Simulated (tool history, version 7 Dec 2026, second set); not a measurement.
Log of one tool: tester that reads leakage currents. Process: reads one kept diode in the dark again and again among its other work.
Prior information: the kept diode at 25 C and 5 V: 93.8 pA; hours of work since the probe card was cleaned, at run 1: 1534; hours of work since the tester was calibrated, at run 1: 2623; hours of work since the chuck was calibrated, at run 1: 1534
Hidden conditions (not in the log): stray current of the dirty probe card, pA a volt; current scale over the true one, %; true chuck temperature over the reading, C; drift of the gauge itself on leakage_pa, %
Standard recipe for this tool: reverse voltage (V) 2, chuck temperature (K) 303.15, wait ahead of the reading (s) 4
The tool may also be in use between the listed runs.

run	hour	reverse voltage (V)	chuck temperature (K)	wait ahead of the reading (s)	hours of work since the probe card was cleaned	hours of work since the tester was calibrated	hours of work since the chuck was calibrated	current that the tester gives (pA)
1	0	2	303.15	4	1534	2623	1534	81.96
2	81.7	2	309.15	4	1580	2669	1580	132.99
3	158.5	13.21	303.15	4	1623	2712	1623	222.74
4	273.6	2	303.15	0.52	1687	2776	1687	80.61
5	339.3	2	303.15	0.52	1724	2813	1724	80.82
6	438.4	2	303.15	0.52	1779	2868	1779	80.89
7	577.8	2	303.15	1.05	1857	2946	1857	80.26
8	640.1	9.53	303.15	4	1892	2981	1892	185.42
9	781.5	2	303.15	1.92	1971	3060	1971	80.04
10	849.8	2	303.15	4	2009	3098	2009	79.72
# hour 892.4: probe card cleaned and baked
# hour 894.4: chuck's temperature calibrated
11	971.8	2	303.15	2.13	43	3164	43	68.76
12	1078.6	2	303.15	2.13	103	3223	103	68.08
13	1159.4	2	303.15	2.13	148	3269	148	68.62
14	1268.8	1.27	313.15	2.9	210	3330	210	123.02
# hour 1389.5: chuck's temperature calibrated, once more
15	1389.5	2	303.15	3.07	276	3396	0	91.67
16	1504.1	2.03	303.15	3.44	340	3460	64	92.56
17	1596.5	2.03	298.15	5.36	392	3512	116	60.08
18	1703.5	2	303.15	0.68	452	3572	176	91.01
19	1779.1	3.02	309.15	6.27	494	3614	218	181.59
20	1910.8	8.87	303.15	4	568	3688	292	195.02
21	1992.4	1.95	296.15	2.78	613	3734	337	49.01
22	2101.2	6.23	313.15	0.5	674	3794	398	358.87
23	2173.6	4.85	295.15	6.75	715	3835	439	72.17
24	2292.4	9.58	321.15	1.41	781	3901	505	815.53
25	2359.8	9.58	321.15	1.41	819	3939	543	815.9

What differs in the tool's unlogged condition from the final listed run ahead of each entry between runs to the first listed run following it?
From run 10 to run 11: probe card cleaned and baked (hour 892.4); chuck's temperature calibrated (hour 894.4)
  stray current of the dirty probe card, pA a volt: 1.254 -> 0.053; current scale over the true one, %: 1.4 -> 1.43; true chuck temperature over the reading, C: -1.98 -> -3.34
  the result without the hidden state subtracted from the measured one, current that the tester gives (pA): -10.17 -> -20.93
From run 14 to run 15: chuck's temperature calibrated, once more (hour 1389.5)
  stray current of the dirty probe card, pA a volt: 0.157 -> 0.198; current scale over the true one, %: 1.51 -> 1.54; true chuck temperature over the reading, C: -3.5 -> 0.03
  the result without the hidden state subtracted from the measured one, current that the tester gives (pA): -36.47 -> +1.97
